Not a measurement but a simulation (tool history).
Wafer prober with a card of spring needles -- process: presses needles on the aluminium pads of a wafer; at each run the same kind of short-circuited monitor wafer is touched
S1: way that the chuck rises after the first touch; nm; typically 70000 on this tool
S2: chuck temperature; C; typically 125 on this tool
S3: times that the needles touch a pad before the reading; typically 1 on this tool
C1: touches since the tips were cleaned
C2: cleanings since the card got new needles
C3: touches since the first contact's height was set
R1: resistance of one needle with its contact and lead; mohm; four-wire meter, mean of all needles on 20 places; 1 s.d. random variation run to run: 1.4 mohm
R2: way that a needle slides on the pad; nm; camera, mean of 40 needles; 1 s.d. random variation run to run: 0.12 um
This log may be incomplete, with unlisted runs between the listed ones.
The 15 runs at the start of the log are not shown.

{"hour": 375.2, "done": "tips cleaned on abrasive film"}
{"run": 16, "hour": 385.2, "S1": 70000, "S2": 125, "S3": 1, "C1": 3655, "C2": 54, "C3": 40753, "R1": 230, "R2": 17940}
{"hour": 389.1, "done": "tips cleaned on abrasive film"}
{"hour": 402.9, "done": "tips cleaned on abrasive film"}
{"run": 17, "hour": 402.9, "S1": 70000, "S2": 125, "S3": 1, "C1": 0, "C2": 56, "C3": 47158, "R1": 139, "R2": 17880}
{"hour": 416.7, "done": "tips cleaned on abrasive film"}
{"hour": 431.3, "done": "tips cleaned on abrasive film"}
{"run": 18, "hour": 431.3, "S1": 70000, "S2": 108, "S3": 1, "C1": 0, "C2": 58, "C3": 57435, "R1": 134, "R2": 17830}
{"hour": 444.6, "done": "tips cleaned on abrasive film"}
{"run": 19, "hour": 445.7, "S1": 70000, "S2": 42, "S3": 2, "C1": 394, "C2": 59, "C3": 62653, "R1": 134, "R2": 17880}
{"hour": 459.5, "done": "tips cleaned on abrasive film"}
{"hour": 473.0, "done": "tips cleaned on abrasive film"}
{"run": 20, "hour": 475.8, "S1": 70000, "S2": 42, "S3": 2, "C1": 1031, "C2": 61, "C3": 73583, "R1": 145, "R2": 18050}
{"hour": 485.8, "done": "tips cleaned on abrasive film"}
{"run": 21, "hour": 495.9, "S1": 50000, "S2": 25, "S3": 1, "C1": 3662, "C2": 62, "C3": 80876, "R1": 354, "R2": 12600}
{"hour": 498.7, "done": "tips cleaned on abrasive film"}
{"hour": 512.4, "done": "tips cleaned on abrasive film"}
{"run": 22, "hour": 518.3, "S1": 50000, "S2": 25, "S3": 1, "C1": 2149, "C2": 64, "C3": 88996, "R1": 294, "R2": 12540}
{"hour": 526.6, "done": "tips cleaned on abrasive film"}
{"hour": 540.2, "done": "tips cleaned on abrasive film"}
{"run": 23, "hour": 540.3, "S1": 50000, "S2": 25, "S3": 1, "C1": 38, "C2": 66, "C3": 96967, "R1": 145, "R2": 12670}
{"hour": 554.5, "done": "tips cleaned on abrasive film"}
{"run": 24, "hour": 556.6, "S1": 74000, "S2": 58, "S3": 1, "C1": 759, "C2": 67, "C3": 102873, "R1": 158, "R2": 18770}
{"hour": 567.7, "done": "tips cleaned on abrasive film"}
{"hour": 580.5, "done": "tips cleaned on abrasive film"}
{"run": 25, "hour": 583.9, "S1": 70000, "S2": 26, "S3": 1, "C1": 1236, "C2": 69, "C3": 112756, "R1": 177, "R2": 17810}
{"hour": 593.2, "done": "tips cleaned on abrasive film"}
{"run": 26, "hour": 599.8, "S1": 76000, "S2": 41, "S3": 1, "C1": 2384, "C2": 70, "C3": 118515, "R1": 192, "R2": 19510}
{"hour": 605.8, "done": "tips cleaned on abrasive film"}
{"hour": 620.5, "done": "tips cleaned on abrasive film"}
{"run": 27, "hour": 620.8, "S1": 59000, "S2": 34, "S3": 1, "C1": 117, "C2": 72, "C3": 126122, "R1": 142, "R2": 14720}
{"hour": 633.4, "done": "tips cleaned on abrasive film"}
{"hour": 646.1, "done": "tips cleaned on abrasive film"}
{"run": 28, "hour": 646.1, "S1": 81000, "S2": 35, "S3": 2, "C1": 0, "C2": 74, "C3": 135307, "R1": 118, "R2": 20500}
{"hour": 660.8, "done": "tips cleaned on abrasive film"}
{"run": 29, "hour": 665.0, "S1": 70000, "S2": 50, "S3": 1, "C1": 1550, "C2": 75, "C3": 142152, "R1": 179, "R2": 17540}
{"hour": 675.6, "done": "tips cleaned on abrasive film"}
{"run": 30, "hour": 678.7, "S1": 50000, "S2": 83, "S3": 2, "C1": 1157, "C2": 76, "C3": 147132, "R1": 199, "R2": 12470}
{"hour": 688.1, "done": "tips cleaned on abrasive film"}
{"hour": 701.5, "done": "tips cleaned on abrasive film"}
{"run": 31, "hour": 708.8, "S1": 50000, "S2": 83, "S3": 2, "C1": 2642, "C2": 78, "C3": 158023, "R1": 234, "R2": 12410}
{"hour": 714.8, "done": "tips cleaned on abrasive film"}
{"run": 32, "hour": 726.6, "S1": 72000, "S2": 81, "S3": 1, "C1": 4313, "C2": 79, "C3": 164498, "R1": 240, "R2": 18090}

3 options for the next run, each taken on its own from the tool as it stands now. Forecast them:
{"hour": 729.3, "done": "tips cleaned on abrasive film"}
{"run": "A", "hour": 739.4, "S1": 72000, "S2": 125, "S3": 1, "C1": 3693, "C2": 80, "C3": 169128, "R1": "?", "R2": "?"}
{"hour": 729.3, "done": "tips cleaned on abrasive film"}
{"run": "B", "hour": 739.4, "S1": 60000, "S2": 125, "S3": 2, "C1": 3693, "C2": 80, "C3": 169128, "R1": "?", "R2": "?"}
{"hour": 729.3, "done": "tips cleaned on abrasive film"}
{"run": "C", "hour": 739.4, "S1": 72000, "S2": 81, "S3": 2, "C1": 3693, "C2": 80, "C3": 169128, "R1": "?", "R2": "?"}

run=A R1=231 R2=18110
run=B R1=224 R2=14940
run=C R1=191 R2=17980
The same runs, with their run-to-run variation unchanged, on a tool lacking any hidden condition would have given:
run=A R1=122 R2=18650
run=B R1=128 R2=15480
run=C R1=119 R2=18510

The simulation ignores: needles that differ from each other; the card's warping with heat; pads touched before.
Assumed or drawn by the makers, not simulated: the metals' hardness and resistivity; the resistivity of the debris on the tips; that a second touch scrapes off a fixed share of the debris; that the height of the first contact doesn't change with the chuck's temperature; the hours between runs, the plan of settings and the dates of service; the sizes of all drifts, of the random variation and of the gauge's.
